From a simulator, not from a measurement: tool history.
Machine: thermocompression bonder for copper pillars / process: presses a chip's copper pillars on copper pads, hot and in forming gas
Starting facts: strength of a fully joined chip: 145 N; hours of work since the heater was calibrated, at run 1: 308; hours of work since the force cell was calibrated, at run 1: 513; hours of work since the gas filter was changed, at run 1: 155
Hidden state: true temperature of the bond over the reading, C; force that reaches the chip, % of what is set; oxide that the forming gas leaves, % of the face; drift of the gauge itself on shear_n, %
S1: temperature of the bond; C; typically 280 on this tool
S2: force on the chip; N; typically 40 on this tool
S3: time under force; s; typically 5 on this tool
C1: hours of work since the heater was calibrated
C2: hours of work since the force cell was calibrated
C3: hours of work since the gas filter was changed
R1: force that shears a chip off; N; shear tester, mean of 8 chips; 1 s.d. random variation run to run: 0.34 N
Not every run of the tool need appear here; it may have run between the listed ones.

run	hour	S1	S2	S3	C1	C2	C3	R1
1	0.0	280	40	5	308	513	155	63.2
2	37.9	303	40	5	332	537	179	77.5
3	76.4	303	40	4	357	561	203	72.7
4	111.5	303	40	15	379	584	225	106.9
5	134.7	303	40	15	394	598	240	106.5
6	166.9	303	40	15	414	619	261	106.2
7	204.0	280	40	5	438	642	284	62.1
8	244.8	280	40	5	463	668	310	62.9
9	269.6	280	40	5	479	684	326	62.4
10	288.4	280	40	5	491	696	338	62.0
11	315.4	280	40	5	508	713	355	63.0
12	356.8	294	38	10	534	739	381	87.8
# hour 363.4: forming gas filter changed
13	380.1	261	41	4	549	754	11	47.6
14	418.8	261	41	5	573	778	35	51.5
15	459.9	280	54	5	600	804	61	73.9
# hour 472.7: force cell calibrated
16	500.4	261	47	11	624	18	86	74.7
17	539.0	261	47	11	649	42	110	75.4
18	564.2	261	47	11	665	58	126	75.0
19	587.8	258	58	3	680	73	141	50.4

5 ways to go on from here, each from the tool as it stands after run 19. What would each give?
A	615.5	280	50	5	697	90	159	?
B	615.5	258	58	12	697	90	159	?
C	615.5	258	32	3	697	90	159	?
D	615.5	263	50	6	697	90	159	?
E	615.5	283	58	6	697	90	159	?

run	R1
A	71.1
B	83.8
C	33.9
D	64.2
E	83.6
Take away the tool's hidden state, keep each run's random variation, and the runs would have read:
run	R1
A	71.2
B	83.9
C	34.0
D	64.3
E	83.7
